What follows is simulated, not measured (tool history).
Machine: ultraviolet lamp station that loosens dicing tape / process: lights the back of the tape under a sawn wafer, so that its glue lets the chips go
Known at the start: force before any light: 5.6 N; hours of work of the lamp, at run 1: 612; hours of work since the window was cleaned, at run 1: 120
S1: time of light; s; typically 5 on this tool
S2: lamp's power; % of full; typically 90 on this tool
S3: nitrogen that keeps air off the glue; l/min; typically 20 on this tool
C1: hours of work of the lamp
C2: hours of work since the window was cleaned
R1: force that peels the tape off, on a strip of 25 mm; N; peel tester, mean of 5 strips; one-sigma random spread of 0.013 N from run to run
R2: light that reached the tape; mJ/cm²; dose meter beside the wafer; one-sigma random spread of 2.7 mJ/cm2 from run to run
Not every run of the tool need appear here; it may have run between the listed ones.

| run | hour | S1 | S2 | S3 | C1 | C2 | R1 | R2 |
|---|---|---|---|---|---|---|---|---|
| 1 | 0 | 5 | 90 | 20 | 612 | 120 | 0.86 | 305 |
| 2 | 44.6 | 5 | 90 | 20 | 633 | 141 | 0.87 | 305 |
| 3 | 82.6 | 5 | 90 | 20 | 651 | 160 | 0.868 | 301 |
| 4 | 127 | 5 | 90 | 20 | 672 | 181 | 0.901 | 296 |
| 5 | 187.8 | 4 | 90 | 20 | 701 | 210 | 1.272 | 237 |
| 6 | 231.6 | 5 | 90 | 20 | 722 | 231 | 0.902 | 285 |
| 7 | 260.8 | 5 | 90 | 20 | 736 | 245 | 0.932 | 285 |
| 8 | 318.9 | 5 | 90 | 20 | 764 | 273 | 0.956 | 281 |
| 9 | 351 | 5 | 90 | 20 | 779 | 288 | 0.98 | 277 |
| 10 | 405.6 | 3 | 90 | 20 | 805 | 314 | 1.859 | 169 |
| 11 | 446.9 | 3 | 90 | 20 | 825 | 334 | 1.925 | 165 |
| 12 | 500 | 3 | 90 | 20 | 851 | 359 | 1.956 | 163 |
| 13 | 553.4 | 3 | 90 | 20 | 876 | 385 | 1.924 | 160 |
| 14 | 604.6 | 3 | 90 | 20 | 901 | 409 | 1.938 | 159 |
| 15 | 666 | 5 | 79 | 20 | 930 | 438 | 1.332 | 222 |
| 16 | 715.9 | 5 | 79 | 20 | 954 | 462 | 1.292 | 219 |
| 17 | 750.2 | 5 | 79 | 20 | 970 | 479 | 1.323 | 220 |
| 18 | 778.3 | 5 | 90 | 20 | 984 | 492 | 1.171 | 248 |
| 19 | 832.5 | 5 | 90 | 20 | 1009 | 518 | 1.178 | 244 |
| 20 | 882.9 | 5 | 90 | 20 | 1034 | 542 | 1.192 | 239 |
| 21 | 913 | 5 | 90 | 20 | 1048 | 557 | 1.244 | 239 |
| 22 | 938.9 | 5 | 90 | 20 | 1060 | 569 | 1.25 | 235 |
| 23 | 986.1 | 5 | 90 | 16 | 1083 | 591 | 1.336 | 236 |
|  | 1026.8 | window cleaned of glue's vapour |
| 24 | 1028.5 | 3 | 69 | 17 | 1103 | 1 | 3.012 | 95 |
| 25 | 1061.1 | 3 | 69 | 17 | 1118 | 16 | 3.026 | 96 |
| 26 | 1112 | 9 | 90 | 11 | 1143 | 41 | 0.828 | 373 |
| 27 | 1144.8 | 9 | 90 | 11 | 1158 | 56 | 0.848 | 371 |
| 28 | 1170.5 | 5 | 81 | 20 | 1171 | 69 | 1.716 | 182 |
|  | 1198.9 | window cleaned of glue's vapour, once more |
| 29 | 1217.9 | 5 | 81 | 20 | 1193 | 9 | 1.219 | 238 |
| 30 | 1260.9 | 4 | 90 | 34 | 1214 | 30 | 1.162 | 208 |
| 31 | 1292.9 | 7 | 65 | 9 | 1229 | 45 | 1.519 | 260 |
| 32 | 1320.7 | 4 | 65 | 9 | 1242 | 58 | 2.593 | 149 |
| 33 | 1362 | 5 | 97 | 12 | 1262 | 78 | 1.258 | 277 |
| 34 | 1399.5 | 8 | 98 | 21 | 1280 | 96 | 0.45 | 438 |
| 35 | 1428.3 | 8 | 98 | 21 | 1294 | 110 | 0.461 | 435 |
| 36 | 1487.7 | 3 | 90 | 8 | 1322 | 138 | 2.678 | 148 |
| 37 | 1528.9 | 10 | 90 | 20 | 1342 | 158 | 0.39 | 486 |
|  | 1569.5 | lamp changed |
| 38 | 1586.3 | 10 | 90 | 20 | 8 | 185 | 0.267 | 710 |
| 39 | 1611 | 10 | 90 | 20 | 20 | 196 | 0.269 | 704 |
| 40 | 1655.6 | 10 | 90 | 20 | 41 | 218 | 0.272 | 689 |
| 41 | 1708.4 | 10 | 90 | 20 | 66 | 243 | 0.274 | 684 |
| 42 | 1745 | 3 | 67 | 8 | 84 | 261 | 2.705 | 152 |
| 43 | 1789.5 | 4 | 66 | 8 | 105 | 282 | 2.156 | 196 |

How the hidden state differs across the entries between the runs, from the last listed run before each to the first after it:
In the gap between runs 23 and 24: window cleaned of glue's vapour (hour 1026.8)
  lamp's light, % of a new lamp's: 74 -> 73.5; light that the window lets through, % of a clean one's: 84 -> 76.9
  what was measured, less what the result would be without the hidden state, R1: +0.676 -> +1.101 N; R2: -142 -> -75 mJ/cm²
In the gap between runs 28 and 29: window cleaned of glue's vapour, once more (hour 1198.9)
  lamp's light, % of a new lamp's: 71.9 -> 71.4; light that the window lets through, % of a clean one's: 75.1 -> 99.6
  what was measured, less what the result would be without the hidden state, R1: +0.989 -> +0.487 N; R2: -154 -> -97 mJ/cm²
In the gap between runs 37 and 38: lamp changed (hour 1569.5)
  lamp's light, % of a new lamp's: 67.8 -> 99.8; light that the window lets through, % of a clean one's: 95.4 -> 94.7
  what was measured, less what the result would be without the hidden state, R1: +0.141 -> +0.009 N; R2: -264 -> -41 mJ/cm²
